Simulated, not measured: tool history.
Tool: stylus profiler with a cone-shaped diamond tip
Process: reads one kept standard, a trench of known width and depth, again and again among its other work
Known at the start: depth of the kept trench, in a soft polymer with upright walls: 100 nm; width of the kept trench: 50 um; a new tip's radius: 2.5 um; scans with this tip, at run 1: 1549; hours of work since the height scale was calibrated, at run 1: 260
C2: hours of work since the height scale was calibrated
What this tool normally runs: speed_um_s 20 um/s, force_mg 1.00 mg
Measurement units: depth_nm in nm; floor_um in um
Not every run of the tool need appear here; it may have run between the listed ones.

{"run": 1, "hour": 0.0, "speed_um_s": 20, "force_mg": 1.0, "scans with this tip": 1549, "C2": 260, "depth_nm": 100.79, "floor_um": 48.41}
{"run": 2, "hour": 8.3, "speed_um_s": 20, "force_mg": 1.0, "scans with this tip": 1574, "C2": 264, "depth_nm": 100.8, "floor_um": 48.43}
{"run": 3, "hour": 23.6, "speed_um_s": 20, "force_mg": 1.0, "scans with this tip": 1621, "C2": 272, "depth_nm": 100.82, "floor_um": 48.42}
{"run": 4, "hour": 39.1, "speed_um_s": 40, "force_mg": 1.0, "scans with this tip": 1668, "C2": 280, "depth_nm": 100.81, "floor_um": 48.25}
{"run": 5, "hour": 53.4, "speed_um_s": 40, "force_mg": 1.0, "scans with this tip": 1712, "C2": 287, "depth_nm": 100.8, "floor_um": 48.28}
{"run": 6, "hour": 68.2, "speed_um_s": 40, "force_mg": 1.0, "scans with this tip": 1757, "C2": 295, "depth_nm": 100.79, "floor_um": 48.28}
{"run": 7, "hour": 77.1, "speed_um_s": 40, "force_mg": 1.0, "scans with this tip": 1784, "C2": 299, "depth_nm": 100.77, "floor_um": 48.24}
{"run": 8, "hour": 89.5, "speed_um_s": 40, "force_mg": 1.0, "scans with this tip": 1822, "C2": 306, "depth_nm": 100.78, "floor_um": 48.29}
{"run": 9, "hour": 104.5, "speed_um_s": 40, "force_mg": 1.0, "scans with this tip": 1868, "C2": 313, "depth_nm": 100.79, "floor_um": 48.26}
{"run": 10, "hour": 116.2, "speed_um_s": 20, "force_mg": 1.0, "scans with this tip": 1903, "C2": 319, "depth_nm": 100.74, "floor_um": 48.45}
{"run": 11, "hour": 123.7, "speed_um_s": 20, "force_mg": 1.0, "scans with this tip": 1926, "C2": 323, "depth_nm": 100.78, "floor_um": 48.42}
{"run": 12, "hour": 136.0, "speed_um_s": 20, "force_mg": 1.0, "scans with this tip": 1964, "C2": 329, "depth_nm": 100.79, "floor_um": 48.41}
{"run": 13, "hour": 147.3, "speed_um_s": 43, "force_mg": 1.0, "scans with this tip": 1999, "C2": 335, "depth_nm": 100.78, "floor_um": 48.24}
{"run": 14, "hour": 157.5, "speed_um_s": 20, "force_mg": 0.34, "scans with this tip": 2030, "C2": 340, "depth_nm": 100.33, "floor_um": 48.35}
{"run": 15, "hour": 164.5, "speed_um_s": 20, "force_mg": 0.34, "scans with this tip": 2051, "C2": 344, "depth_nm": 100.32, "floor_um": 48.27}
{"run": 16, "hour": 178.5, "speed_um_s": 33, "force_mg": 0.34, "scans with this tip": 2094, "C2": 351, "depth_nm": 100.34, "floor_um": 48.17}
{"run": 17, "hour": 193.4, "speed_um_s": 62, "force_mg": 1.04, "scans with this tip": 2139, "C2": 359, "depth_nm": 100.78, "floor_um": 48.11}
{"run": 18, "hour": 200.1, "speed_um_s": 49, "force_mg": 0.69, "scans with this tip": 2160, "C2": 362, "depth_nm": 100.61, "floor_um": 48.11}
{"run": 19, "hour": 213.5, "speed_um_s": 34, "force_mg": 0.5, "scans with this tip": 2201, "C2": 369, "depth_nm": 100.46, "floor_um": 48.19}
{"run": 20, "hour": 223.1, "speed_um_s": 34, "force_mg": 0.5, "scans with this tip": 2230, "C2": 374, "depth_nm": 100.45, "floor_um": 48.22}
{"run": 21, "hour": 235.1, "speed_um_s": 12, "force_mg": 1.29, "scans with this tip": 2267, "C2": 380, "depth_nm": 100.93, "floor_um": 48.47}
{"run": 22, "hour": 248.4, "speed_um_s": 31, "force_mg": 1.19, "scans with this tip": 2307, "C2": 387, "depth_nm": 100.86, "floor_um": 48.35}
{"run": 23, "hour": 259.8, "speed_um_s": 56, "force_mg": 0.46, "scans with this tip": 2342, "C2": 393, "depth_nm": 100.42, "floor_um": 47.98}
{"run": 24, "hour": 269.9, "speed_um_s": 18, "force_mg": 1.0, "scans with this tip": 2373, "C2": 398, "depth_nm": 100.75, "floor_um": 48.37}
{"run": 25, "hour": 282.7, "speed_um_s": 21, "force_mg": 1.51, "scans with this tip": 2412, "C2": 405, "depth_nm": 101.02, "floor_um": 48.44}
{"run": 26, "hour": 298.6, "speed_um_s": 6, "force_mg": 0.85, "scans with this tip": 2461, "C2": 413, "depth_nm": 100.67, "floor_um": 48.48}
{"run": 27, "hour": 307.2, "speed_um_s": 24, "force_mg": 1.95, "scans with this tip": 2487, "C2": 417, "depth_nm": 101.24, "floor_um": 48.41}
{"run": 28, "hour": 317.8, "speed_um_s": 21, "force_mg": 1.0, "scans with this tip": 2519, "C2": 423, "depth_nm": 100.74, "floor_um": 48.34}
{"run": 29, "hour": 328.6, "speed_um_s": 20, "force_mg": 0.45, "scans with this tip": 2552, "C2": 428, "depth_nm": 100.38, "floor_um": 48.35}
{"run": 30, "hour": 340.8, "speed_um_s": 20, "force_mg": 0.45, "scans with this tip": 2590, "C2": 434, "depth_nm": 100.44, "floor_um": 48.34}
{"run": 31, "hour": 350.4, "speed_um_s": 55, "force_mg": 1.59, "scans with this tip": 2619, "C2": 439, "depth_nm": 101.05, "floor_um": 48.22}
{"run": 32, "hour": 360.8, "speed_um_s": 55, "force_mg": 2.18, "scans with this tip": 2651, "C2": 445, "depth_nm": 101.36, "floor_um": 48.27}

Hidden state or all else? Some run-to-run changes of depth_nm, split into what the settings, what came in and random variation would give without the hidden state, and what is left for the hidden state (with any gauge scatter that isn't in both results):
Unlogged tool condition in this case: radius of the tip, um; height scale over the true one, %; drift of the gauge itself on depth_nm, %; drift of the gauge itself on floor_um, %.
Run 3 -> 4: speed_um_s 20 -> 40. depth_nm -0.01 nm: hidden state -0.01, all else +0.00.
Run 4 -> 5: settings left as they were, no log entry in between. depth_nm -0.01 nm: hidden state +0.01, all else -0.02.
Run 5 -> 6: settings left as they were, no log entry in between. depth_nm -0.01 nm: hidden state -0.01, all else +0.00.
Run 26 -> 27: speed_um_s 6 -> 24, force_mg 0.85 -> 1.95. depth_nm +0.57 nm: hidden state -0.01, all else +0.58.
Run 27 -> 28: speed_um_s 24 -> 21, force_mg 1.95 -> 1.00. depth_nm -0.50 nm: hidden state +0.01, all else -0.51.
Run 30 -> 31: speed_um_s 20 -> 55, force_mg 0.45 -> 1.59. depth_nm +0.61 nm: hidden state -0.01, all else +0.62.
